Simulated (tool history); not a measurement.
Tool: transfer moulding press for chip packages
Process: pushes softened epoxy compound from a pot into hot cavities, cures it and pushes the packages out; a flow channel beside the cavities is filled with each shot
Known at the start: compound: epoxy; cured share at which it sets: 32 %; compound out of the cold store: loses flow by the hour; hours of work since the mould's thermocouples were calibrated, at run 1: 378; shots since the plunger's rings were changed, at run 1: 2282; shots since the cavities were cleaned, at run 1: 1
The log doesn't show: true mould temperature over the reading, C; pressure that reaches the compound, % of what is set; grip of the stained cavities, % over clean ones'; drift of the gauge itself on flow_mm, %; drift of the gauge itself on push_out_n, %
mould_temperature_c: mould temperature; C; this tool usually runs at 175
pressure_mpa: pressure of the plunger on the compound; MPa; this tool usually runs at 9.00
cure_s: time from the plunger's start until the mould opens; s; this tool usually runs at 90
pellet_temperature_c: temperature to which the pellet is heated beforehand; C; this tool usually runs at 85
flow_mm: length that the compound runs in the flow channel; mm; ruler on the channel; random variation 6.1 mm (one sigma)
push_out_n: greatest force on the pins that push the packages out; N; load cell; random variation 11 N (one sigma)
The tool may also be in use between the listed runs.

run	hour	mould_temperature_c	pressure_mpa	cure_s	pellet_temperature_c	hours of work since the mould's thermocouples were calibrated	shots since the plunger's rings were changed	shots since the cavities were cleaned	incoming compound's hours out of the cold store	flow_mm	push_out_n
1	0.0	175	9.00	90	85	378	2282	1	15.8	631	500
2	21.6	175	9.00	90	85	389	2492	211	32.4	582	601
# hour 60.3: cavities cleaned with cleaning compound and waxed
3	65.5	167	9.00	90	85	411	2905	51	15.3	647	882
4	101.1	167	9.00	90	85	430	3252	398	27.2	614	1135
# hour 122.8: cavities cleaned with cleaning compound and waxed
5	124.7	175	9.00	90	85	441	3467	19	14.6	616	497
6	166.4	175	9.00	90	94	463	3873	425	40.7	548	667
# hour 185.1: cavities cleaned with cleaning compound and waxed
7	211.4	175	9.00	90	94	485	4296	256	8.5	626	616
# hour 220.0: mould's thermocouples calibrated
# hour 247.3: plunger's sealing rings changed
# hour 253.1: cavities cleaned with cleaning compound and waxed
8	255.2	175	9.00	90	94	16	63	21	36.2	601	470
9	301.3	175	9.00	90	85	40	512	470	11.3	656	705
# hour 313.2: cavities cleaned with cleaning compound and waxed
10	336.1	175	9.00	90	89	57	835	222	10.4	659	595
11	369.1	169	9.00	90	85	74	1157	544	46.3	588	977
# hour 377.1: cavities cleaned with cleaning compound and waxed
12	398.2	175	9.00	90	85	88	1426	206	47.5	574	592
# hour 438.2: cavities cleaned with cleaning compound and waxed
13	438.2	175	9.00	90	85	108	1800	0	14.3	644	505
14	469.2	175	9.00	90	85	124	2102	302	9.5	644	656
# hour 498.2: cavities cleaned with cleaning compound and waxed
# hour 514.1: mould's thermocouples calibrated, once more
15	520.2	175	10.87	87	94	3	2566	195	12.0	701	682
# hour 560.5: cavities cleaned with cleaning compound and waxed
16	565.5	175	10.87	87	94	26	2992	49	29.9	644	552
17	587.2	170	7.58	90	79	37	3203	260	26.5	558	907
18	616.5	178	8.43	77	85	52	3488	545	30.8	564	838
# hour 621.4: cavities cleaned with cleaning compound and waxed
19	665.2	178	8.43	77	85	76	3948	427	22.7	567	784
# hour 681.8: cavities cleaned with cleaning compound and waxed
20	715.5	178	7.99	77	85	102	4423	328	42.6	515	712
# hour 737.2: plunger's sealing rings changed
# hour 744.9: cavities cleaned with cleaning compound and waxed
21	758.4	172	9.00	90	85	122	191	131	40.8	613	648
22	790.5	172	9.00	96	77	138	505	445	21.4	651	774
# hour 806.4: cavities cleaned with cleaning compound and waxed
23	838.7	175	9.33	90	90	162	959	315	46.7	586	631
# hour 867.0: cavities cleaned with cleaning compound and waxed
24	888.7	177	9.30	80	88	188	1431	210	45.7	582	640
# hour 929.5: cavities cleaned with cleaning compound and waxed
25	935.5	175	7.61	71	89	211	1873	59	16.7	577	887
26	976.1	181	7.88	105	91	232	2268	454	39.3	529	575
# hour 990.3: cavities cleaned with cleaning compound and waxed
27	1017.8	175	9.00	112	77	253	2659	267	25.0	599	558

Per-run results on a tool with no hidden state, each run keeping its own random variation:
run	flow_mm	push_out_n
1	660	504
2	610	483
3	685	832
4	655	812
5	660	490
6	591	468
7	681	484
8	603	460
9	664	485
10	671	484
11	603	669
12	590	476
13	668	512
14	672	500
15	735	534
16	681	508
17	592	690
18	601	544
19	610	533
20	560	518
21	616	552
22	658	530
23	598	463
24	598	505
25	599	809
26	554	384
27	632	419

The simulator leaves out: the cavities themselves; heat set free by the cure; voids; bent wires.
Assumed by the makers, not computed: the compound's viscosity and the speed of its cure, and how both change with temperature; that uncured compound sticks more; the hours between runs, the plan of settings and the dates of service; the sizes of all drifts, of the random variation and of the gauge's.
